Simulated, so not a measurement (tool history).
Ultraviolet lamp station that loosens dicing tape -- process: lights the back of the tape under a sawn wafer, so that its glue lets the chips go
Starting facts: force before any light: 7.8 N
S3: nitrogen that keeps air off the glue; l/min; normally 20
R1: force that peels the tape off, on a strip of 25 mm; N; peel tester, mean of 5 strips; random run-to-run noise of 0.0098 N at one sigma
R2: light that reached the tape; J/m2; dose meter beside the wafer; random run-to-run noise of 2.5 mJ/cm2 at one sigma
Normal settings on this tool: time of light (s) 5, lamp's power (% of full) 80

Run 1, day 0: usual settings. Result: R1 0.562 N, R2 2600 J/m2.
Run 2, day 1.496: usual settings. Result: R1 0.582 N, R2 2580 J/m2.
Run 3, day 2.779: usual settings. Result: R1 0.583 N, R2 2510 J/m2.
Run 4, day 5.067: usual settings. Result: R1 0.587 N, R2 2480 J/m2.
Run 5, day 7.154: usual settings. Result: R1 0.617 N, R2 2380 J/m2.
Run 6, day 8.721: usual settings. Result: R1 0.668 N, R2 2350 J/m2.
Run 7, day 10.308: usual settings. Result: R1 0.675 N, R2 2290 J/m2.
Run 8, day 11.479: usual settings. Result: R1 0.696 N, R2 2320 J/m2.
Run 9, day 13.117: usual settings but time of light (s) 2. Result: R1 2.75 N, R2 900 J/m2.
Run 10, day 14.575: usual settings but time of light (s) 2, S3 38 l/min. Result: R1 2.328 N, R2 890 J/m2.
Run 11, day 17.242: usual settings but time of light (s) 2, S3 38 l/min. Result: R1 2.365 N, R2 840 J/m2.
Run 12, day 19.296: usual settings but S3 19 l/min. Result: R1 0.81 N, R2 2100 J/m2.
Run 13, day 20.575: usual settings but S3 19 l/min. Result: R1 0.862 N, R2 2060 J/m2.
At day 21.225: window cleaned of glue's vapour.
Run 14, day 23.033: usual settings. Result: R1 0.623 N, R2 2360 J/m2.
Run 15, day 24.658: usual settings. Result: R1 0.663 N, R2 2330 J/m2.
Run 16, day 27.188: usual settings. Result: R1 0.692 N, R2 2280 J/m2.
Run 17, day 29.429: usual settings. Result: R1 0.737 N, R2 2230 J/m2.
Run 18, day 31.658: usual settings. Result: R1 0.774 N, R2 2180 J/m2.
Run 19, day 33.612: usual settings. Result: R1 0.814 N, R2 2120 J/m2.
Run 20, day 35.167: usual settings. Result: R1 0.827 N, R2 2080 J/m2.
Run 21, day 37.425: usual settings but time of light (s) 3, lamp's power (% of full) 85. Result: R1 1.803 N, R2 1300 J/m2.

For run 22, what comes out?
Run 22, day 39.671: usual settings but time of light (s) 4, lamp's power (% of full) 86, S3 10 l/min. Result: R1 ?, R2 ?.

R1: 1.722 N
R2: 1720 J/m2
If the tool had no hidden condition, the same run with the same run-to-run variation would have returned R1 0.86 N, R2 2650 J/m2.
